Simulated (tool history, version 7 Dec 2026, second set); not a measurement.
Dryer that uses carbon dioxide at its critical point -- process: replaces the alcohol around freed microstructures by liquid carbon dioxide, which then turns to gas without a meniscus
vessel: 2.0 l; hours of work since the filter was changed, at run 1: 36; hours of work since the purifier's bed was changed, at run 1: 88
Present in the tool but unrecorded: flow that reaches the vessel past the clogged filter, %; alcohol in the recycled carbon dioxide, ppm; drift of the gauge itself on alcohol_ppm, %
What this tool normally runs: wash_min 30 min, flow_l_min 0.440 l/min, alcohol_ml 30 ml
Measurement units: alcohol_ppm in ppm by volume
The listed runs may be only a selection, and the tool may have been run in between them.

run	day	wash_min	flow_l_min	alcohol_ml	hours of work since the filter was changed	hours of work since the purifier's bed was changed	alcohol_ppm
1	0.000	30	0.440	30	36	88	96
2	0.721	30	0.614	30	47	99	35
3	1.604	30	0.614	30	61	113	39
4	2.212	30	0.614	30	71	123	50
5	2.996	30	0.614	30	84	136	53
6	3.958	30	0.412	30	99	151	131
7	4.988	30	0.412	30	116	167	141
8	6.212	30	0.412	30	135	187	152
9	7.512	30	0.412	30	156	208	165
10	8.062	30	0.412	30	165	217	163
11	8.650	30	0.412	30	174	226	178
12	9.992	30	0.412	30	196	247	184
13	11.054	30	0.412	104	213	264	491
14	12.233	30	0.412	104	231	283	497
15	13.546	30	0.412	104	252	304	532
# day 13.850: inlet filter changed
16	14.412	30	0.440	95	9	318	270
17	15.058	30	0.440	30	19	328	143
18	16.158	30	0.440	30	37	345	158
19	17.167	30	0.595	30	53	361	101
20	18.471	30	0.595	30	74	382	109
21	19.808	30	0.595	30	95	404	121
22	20.654	30	0.595	30	109	417	124
23	21.921	29	0.524	22	129	438	149
24	22.612	34	0.394	38	140	449	197
25	23.721	26	0.305	80	158	466	1759
26	24.642	26	0.305	80	173	481	1838
27	25.971	26	0.305	80	194	502	1886
28	27.121	30	0.454	30	212	521	203
29	28.058	30	0.454	30	227	536	216
30	29.362	30	0.440	25	248	557	217
# day 29.950: inlet filter changed
31	29.988	30	0.440	25	1	566	178
32	30.612	30	0.623	110	11	576	171
33	31.517	44	0.403	80	25	590	174
34	32.583	44	0.438	80	42	607	174
35	33.683	26	0.508	80	60	625	326
# day 34.629: purifier's bed changed
36	35.025	26	0.609	21	79	6	21
37	35.679	34	0.425	55	90	17	84
38	36.308	20	0.288	30	100	27	1443
39	37.079	37	0.373	48	112	39	105
40	38.429	30	0.396	45	134	61	205

Table of differences, measured result less the result of that run with no hidden state. Run-to-run variation is the same in both. Gauge scatter possibly is not:
run	alcohol_ppm
1	+28
2	+28
3	+32
4	+35
5	+38
6	+56
7	+63
8	+72
9	+82
10	+87
11	+90
12	+100
13	+217
14	+228
15	+252
16	+88
17	+84
18	+90
19	+91
20	+96
21	+104
22	+109
23	+116
24	+133
25	+431
26	+476
27	+528
28	+159
29	+166
30	+168
31	+142
32	+148
33	+151
34	+150
35	+180
36	+5
37	+21
38	+156
39	+32
40	+62
